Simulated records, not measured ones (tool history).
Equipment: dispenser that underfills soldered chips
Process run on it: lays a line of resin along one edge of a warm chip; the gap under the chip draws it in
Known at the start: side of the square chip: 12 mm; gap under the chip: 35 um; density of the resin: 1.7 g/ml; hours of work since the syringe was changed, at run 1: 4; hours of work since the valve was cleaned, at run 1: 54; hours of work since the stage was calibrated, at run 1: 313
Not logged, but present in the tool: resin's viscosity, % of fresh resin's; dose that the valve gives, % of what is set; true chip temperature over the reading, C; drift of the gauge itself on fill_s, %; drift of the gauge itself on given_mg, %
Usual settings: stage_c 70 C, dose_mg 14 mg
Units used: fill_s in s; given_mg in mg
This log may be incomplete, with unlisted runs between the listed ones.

run   hour  stage_c  dose_mg  hours of work since the syringe was changed  hours of work since the valve was cleaned  hours of work since the stage was calibrated  fill_s  given_mg
  1      0       70       14                                            4                                         54                                           313   131.3     13.45
       5.1  -- new syringe of resin
  2   11.7       70       14                                            4                                         61                                           319   133.1     13.52
        17  -- new syringe of resin
  3   20.6       62       14                                            2                                         66                                           325   168.9     13.34
  4   27.9       62       14                                            7                                         71                                           329   211.7     13.33
      29.2  -- new syringe of resin
  5   37.3       62       14                                            5                                         76                                           335     190     13.27
      41.4  -- new syringe of resin
  6   51.4       70       14                                            6                                         85                                           343   146.4     13.27
      53.1  -- new syringe of resin
  7   62.7       70       15                                            6                                         91                                           349   145.5     14.06
      64.9  -- new syringe of resin
  8   69.6       70       15                                            3                                         95                                           353   126.2     13.86
      76.6  -- new syringe of resin
  9   78.5       70       15                                            1                                        100                                           359   115.2     13.97
      88.5  -- new syringe of resin
 10   89.8       70       14                                            1                                        107                                           365   117.5     12.82
       101  -- new syringe of resin
 11  102.8       70       14                                            1                                        115                                           373     118     12.85
 12  109.6       70       14                                            5                                        119                                           377   143.1     12.84
     112.5  -- new syringe of resin
     124.5  -- new syringe of resin
 13  124.8       70     15.9                                            0                                        128                                           386     113     14.43
     131.9  -- dispensing valve cleaned and set on the balance
     137.5  -- new syringe of resin
 14  137.5       70       14                                            0                                          3                                           393   108.5     13.96
     149.6  -- new syringe of resin
     152.3  -- stage's temperature calibrated
 15  152.3       70     15.7                                            1                                         11                                             0   105.5     15.62
     162.2  -- new syringe of resin
 16  164.3       70       14                                            1                                         18                                             7   111.5     13.91
 17  172.9       70       14                                            6                                         24                                            12   140.2     13.98
     173.9  -- new syringe of resin
 18  182.7       70       14                                            5                                         29                                            18   132.5      13.7
     185.6  -- new syringe of resin
 19  191.4       80     15.6                                            4                                         34                                            23    82.7     15.32
     197.5  -- new syringe of resin
 20  202.1       73       18                                            3                                         41                                            29     104     17.41
     209.7  -- new syringe of resin
 21  215.8       56     15.2                                            4                                         49                                            37   220.2     14.68
     221.7  -- new syringe of resin
 22  226.6       77     12.6                                            3                                         55                                            44      93     12.11
     234.4  -- new syringe of resin
 23  241.5       82     13.6                                            4                                         64                                            52      80     13.04
     245.9  -- new syringe of resin
 24  249.8       58       18                                            2                                         69                                            57   186.1     17.18
     258.3  -- new syringe of resin
 25    263       59     16.6                                            3                                         76                                            65   187.1     15.79
     270.7  -- new syringe of resin
 26  277.8       59     16.6                                            4                                         85                                            74   200.2     15.72
       283  -- new syringe of resin
 27  287.3       70       13                                            3                                         91                                            79   123.6     12.18
     295.4  -- new syringe of resin
 28  297.4       61     13.1                                            1                                         97                                            85   162.8     12.24
     306.9  -- new syringe of resin
 29  307.3       61     13.1                                            0                                        102                                            91   156.5     12.17
 30  314.6       66     13.6                                            5                                        107                                            95   155.5     12.49
     319.4  -- new syringe of resin
 31  327.4       70     12.2                                            5                                        114                                           103   139.5     11.38
       331  -- new syringe of resin
 32    337       72     14.5                                            4                                        120                                           109   115.7     13.32
     342.9  -- new syringe of resin
 33  349.2       72       14                                            4                                        127                                           116   115.5     12.77
       355  -- new syringe of resin
     357.1  -- dispensing valve cleaned and set on the balance
 34    360       80     15.5                                            2                                          2                                           121    78.6     15.58
     368.7  -- new syringe of resin
 35  368.7       56     15.9                                            0                                          7                                           126     182     15.86

Branching from run 35: 4 alternative next runs. What would each branch give?
  A  377.5       56     14.2                                            5                                         12                                           132       ?         ?
  B  377.5       59     13.6                                            5                                         12                                           132       ?         ?
  C  377.5       65     17.6                                            5                                         12                                           132       ?         ?
  D  377.5       80     15.5                                            5                                         12                                           132       ?         ?

run  fill_s  given_mg
  A   238.8     14.21
  B   208.3     13.62
  C   161.7     17.46
  D    90.6     15.53
Without the tool's hidden state the same runs would have given:
run  fill_s  given_mg
  A   181.3     14.24
  B   158.2     13.65
  C     123      17.5
  D    69.2     15.57
